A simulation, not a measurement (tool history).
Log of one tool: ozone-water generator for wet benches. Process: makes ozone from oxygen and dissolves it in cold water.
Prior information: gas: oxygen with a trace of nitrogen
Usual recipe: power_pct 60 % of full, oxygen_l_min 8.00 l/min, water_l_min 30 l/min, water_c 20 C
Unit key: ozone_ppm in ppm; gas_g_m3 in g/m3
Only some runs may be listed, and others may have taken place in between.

run,hour,power_pct,oxygen_l_min,water_l_min,water_c,ozone_ppm,gas_g_m3
1,0.0,60,8.00,30,20,22.8,195.4
2,52.8,60,8.00,30,20,22.6,198.3
3,139.0,60,8.00,30,20,22.7,196.1
4,182.5,60,10.74,30,20,23.0,172.2
5,279.9,60,10.74,30,20,23.0,173.3
6,360.7,57,8.00,30,20,21.6,185.2
7,413.4,57,8.00,30,20,21.5,187.3
8,514.0,60,8.00,24,20,26.8,195.0
9,559.1,60,8.00,30,20,22.0,191.0
# hour 581.2: contactor cleaned
10,629.6,60,8.00,30,20,22.2,193.8

Run 11 is up next; what results do you expect?
11,716.1,58,8.00,33,20,?,?

ozone_ppm: 20.1 ppm
gas_g_m3: 186.3 g/m3
Take away the tool's hidden state, keep the run-to-run variation as it was, and the same run would have given ozone_ppm 21.6 ppm, gas_g_m3 199.6 g/m3.
